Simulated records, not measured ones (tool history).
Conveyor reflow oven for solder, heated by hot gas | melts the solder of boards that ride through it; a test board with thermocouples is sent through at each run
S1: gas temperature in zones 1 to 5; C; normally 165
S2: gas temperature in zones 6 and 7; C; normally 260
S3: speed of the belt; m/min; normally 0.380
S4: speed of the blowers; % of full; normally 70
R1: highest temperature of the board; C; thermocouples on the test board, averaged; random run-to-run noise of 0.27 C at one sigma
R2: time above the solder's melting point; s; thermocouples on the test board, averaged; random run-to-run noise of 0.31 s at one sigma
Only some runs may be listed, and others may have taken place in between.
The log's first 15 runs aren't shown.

{"day": 8.704, "done": "flux residue cleaned out of gas plates and filters"}
{"run": 16, "day": 9.162, "S1": 155, "S2": 260, "S3": 0.38, "S4": 70, "R1": 249.7, "R2": 65.4}
{"run": 17, "day": 10.112, "S1": 155, "S2": 260, "S3": 0.38, "S4": 74, "R1": 249.7, "R2": 66.5}
{"run": 18, "day": 10.775, "S1": 169, "S2": 269, "S3": 0.381, "S4": 74, "R1": 259.8, "R2": 78.8}
{"run": 19, "day": 11.375, "S1": 171, "S2": 260, "S3": 0.454, "S4": 70, "R1": 246.3, "R2": 55.2}
{"run": 20, "day": 11.846, "S1": 174, "S2": 260, "S3": 0.38, "S4": 83, "R1": 252.8, "R2": 76.3}
{"run": 21, "day": 12.325, "S1": 174, "S2": 260, "S3": 0.38, "S4": 83, "R1": 252.8, "R2": 76.9}
{"run": 22, "day": 13.221, "S1": 174, "S2": 260, "S3": 0.38, "S4": 83, "R1": 253.0, "R2": 76.1}
{"run": 23, "day": 14.004, "S1": 166, "S2": 260, "S3": 0.38, "S4": 58, "R1": 247.6, "R2": 66.1}
{"run": 24, "day": 14.417, "S1": 158, "S2": 257, "S3": 0.433, "S4": 74, "R1": 243.8, "R2": 51.5}
{"run": 25, "day": 14.9, "S1": 165, "S2": 266, "S3": 0.339, "S4": 70, "R1": 258.2, "R2": 86.6}
{"run": 26, "day": 15.362, "S1": 168, "S2": 250, "S3": 0.395, "S4": 87, "R1": 242.5, "R2": 62.0}
{"run": 27, "day": 16.121, "S1": 165, "S2": 270, "S3": 0.429, "S4": 52, "R1": 250.6, "R2": 59.3}
{"run": 28, "day": 16.854, "S1": 165, "S2": 270, "S3": 0.429, "S4": 52, "R1": 250.9, "R2": 59.0}
{"run": 29, "day": 17.717, "S1": 155, "S2": 270, "S3": 0.38, "S4": 52, "R1": 253.6, "R2": 67.0}
{"run": 30, "day": 18.304, "S1": 155, "S2": 270, "S3": 0.38, "S4": 52, "R1": 253.6, "R2": 66.5}

Branching from run 30: 5 alternative next runs. What would each branch give?
{"run": "A", "day": 19.271, "S1": 177, "S2": 260, "S3": 0.321, "S4": 55, "R1": "?", "R2": "?"}
{"run": "B", "day": 19.271, "S1": 155, "S2": 270, "S3": 0.458, "S4": 52, "R1": "?", "R2": "?"}
{"run": "C", "day": 19.271, "S1": 172, "S2": 265, "S3": 0.38, "S4": 88, "R1": "?", "R2": "?"}
{"run": "D", "day": 19.271, "S1": 165, "S2": 250, "S3": 0.399, "S4": 57, "R1": "?", "R2": "?"}
{"run": "E", "day": 19.271, "S1": 155, "S2": 270, "S3": 0.38, "S4": 51, "R1": "?", "R2": "?"}

run=A R1=252.3 R2=90.3
run=B R1=245.9 R2=46.9
run=C R1=256.9 R2=78.7
run=D R1=236.5 R2=49.2
run=E R1=252.9 R2=65.5
Had the tool no hidden state, the same runs would have come out as:
run=A R1=252.9 R2=89.5
run=B R1=246.9 R2=47.2
run=C R1=257.9 R2=78.4
run=D R1=237.3 R2=49.9
run=E R1=253.7 R2=65.2
